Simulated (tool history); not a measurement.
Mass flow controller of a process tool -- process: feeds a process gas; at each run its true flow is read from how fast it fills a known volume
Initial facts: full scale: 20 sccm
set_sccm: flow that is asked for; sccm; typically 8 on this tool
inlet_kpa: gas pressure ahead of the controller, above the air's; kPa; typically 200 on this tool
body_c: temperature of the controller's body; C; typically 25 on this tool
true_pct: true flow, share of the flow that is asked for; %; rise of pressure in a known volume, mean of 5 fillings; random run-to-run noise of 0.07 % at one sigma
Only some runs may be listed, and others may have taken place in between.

run 1 hour=0 | set_sccm=8 inlet_kpa=200 body_c=25 | true_pct=98.61
run 2 hour=413.6 | set_sccm=8 inlet_kpa=200 body_c=25 | true_pct=98.38
run 3 hour=968.3 | set_sccm=8 inlet_kpa=200 body_c=25 | true_pct=98.31
run 4 hour=1465.2 | set_sccm=8 inlet_kpa=200 body_c=25 | true_pct=98.16
run 5 hour=1883.2 | set_sccm=8 inlet_kpa=200 body_c=25 | true_pct=98.06
run 6 hour=2368.2 | set_sccm=8 inlet_kpa=200 body_c=25 | true_pct=97.92
run 7 hour=2890.1 | set_sccm=10 inlet_kpa=200 body_c=25 | true_pct=98.48
run 8 hour=3123.4 | set_sccm=8 inlet_kpa=200 body_c=25 | true_pct=97.83
run 9 hour=3465.2 | set_sccm=14 inlet_kpa=200 body_c=25 | true_pct=99.15
run 10 hour=4008.7 | set_sccm=14 inlet_kpa=200 body_c=25 | true_pct=99.18
run 11 hour=4281.1 | set_sccm=8 inlet_kpa=200 body_c=25 | true_pct=97.46
run 12 hour=4740.7 | set_sccm=8 inlet_kpa=200 body_c=25 | true_pct=97.34
run 13 hour=5166.4 | set_sccm=8 inlet_kpa=200 body_c=25 | true_pct=97.24
run 14 hour=5642.6 | set_sccm=8 inlet_kpa=200 body_c=25 | true_pct=97.18
run 15 hour=5971.3 | set_sccm=8 inlet_kpa=200 body_c=25 | true_pct=96.89
-- hour=6009.1 controller's zero set anew
run 16 hour=6404.7 | set_sccm=8 inlet_kpa=200 body_c=25 | true_pct=95.91
run 17 hour=6817.7 | set_sccm=8 inlet_kpa=200 body_c=25 | true_pct=95.82
run 18 hour=7298.6 | set_sccm=8 inlet_kpa=261 body_c=25 | true_pct=96.09
run 19 hour=7631.8 | set_sccm=8 inlet_kpa=261 body_c=25 | true_pct=96.15
-- hour=7666.5 controller's zero set anew, once more
-- hour=7836.5 controller exchanged for a calibrated one
run 20 hour=7965.4 | set_sccm=8 inlet_kpa=164 body_c=25 | true_pct=97.82
run 21 hour=8515.5 | set_sccm=6 inlet_kpa=179 body_c=22 | true_pct=97.56
run 22 hour=8855.2 | set_sccm=6 inlet_kpa=179 body_c=22 | true_pct=97.4
run 23 hour=9147.4 | set_sccm=6 inlet_kpa=179 body_c=22 | true_pct=97.18
run 24 hour=9393.3 | set_sccm=6 inlet_kpa=179 body_c=22 | true_pct=97.18
run 25 hour=9837.2 | set_sccm=4 inlet_kpa=179 body_c=33 | true_pct=95.9
run 26 hour=10221.5 | set_sccm=4 inlet_kpa=218 body_c=27 | true_pct=96.07
run 27 hour=10703.1 | set_sccm=8 inlet_kpa=200 body_c=23 | true_pct=97.32
run 28 hour=11058.5 | set_sccm=10 inlet_kpa=271 body_c=30 | true_pct=98.02
run 29 hour=11543.2 | set_sccm=3 inlet_kpa=200 body_c=26 | true_pct=94.19
run 30 hour=11962.3 | set_sccm=8 inlet_kpa=156 body_c=31 | true_pct=96.51
run 31 hour=12306.1 | set_sccm=7 inlet_kpa=227 body_c=24 | true_pct=96.7
run 32 hour=12730.4 | set_sccm=7 inlet_kpa=227 body_c=24 | true_pct=96.66
run 33 hour=13011.8 | set_sccm=3 inlet_kpa=228 body_c=30 | true_pct=93.06
run 34 hour=13556.9 | set_sccm=3 inlet_kpa=265 body_c=37 | true_pct=92.63
run 35 hour=13996.4 | set_sccm=15 inlet_kpa=200 body_c=23 | true_pct=98.52
run 36 hour=14364 | set_sccm=7 inlet_kpa=188 body_c=25 | true_pct=95.75
run 37 hour=14746 | set_sccm=7 inlet_kpa=250 body_c=25 | true_pct=96.23

Each run again, without the hidden state but with its own random variation kept:
Hidden conditions of the tool in this case: flow at rest that the sensor doesn't see, % of full scale; true flow over the shown one, %; drift of the gauge itself on true_pct, %.
run=1 true_pct=98.14
run=2 true_pct=98.01
run=3 true_pct=98.08
run=4 true_pct=98.07
run=5 true_pct=98.09
run=6 true_pct=98.08
run=7 true_pct=98.56
run=8 true_pct=98.18
run=9 true_pct=99.08
run=10 true_pct=99.18
run=11 true_pct=98.12
run=12 true_pct=98.11
run=13 true_pct=98.13
run=14 true_pct=98.2
run=15 true_pct=97.98
run=16 true_pct=98.07
run=17 true_pct=98.08
run=18 true_pct=98.48
run=19 true_pct=98.62
run=20 true_pct=97.86
run=21 true_pct=97.83
run=22 true_pct=97.8
run=23 true_pct=97.7
run=24 true_pct=97.79
run=25 true_pct=97.16
run=26 true_pct=97.54
run=27 true_pct=98.09
run=28 true_pct=98.67
run=29 true_pct=97.29
run=30 true_pct=97.6
run=31 true_pct=98.11
run=32 true_pct=98.21
run=33 true_pct=97.36
run=34 true_pct=97.36
run=35 true_pct=99.19
run=36 true_pct=97.8
run=37 true_pct=98.4

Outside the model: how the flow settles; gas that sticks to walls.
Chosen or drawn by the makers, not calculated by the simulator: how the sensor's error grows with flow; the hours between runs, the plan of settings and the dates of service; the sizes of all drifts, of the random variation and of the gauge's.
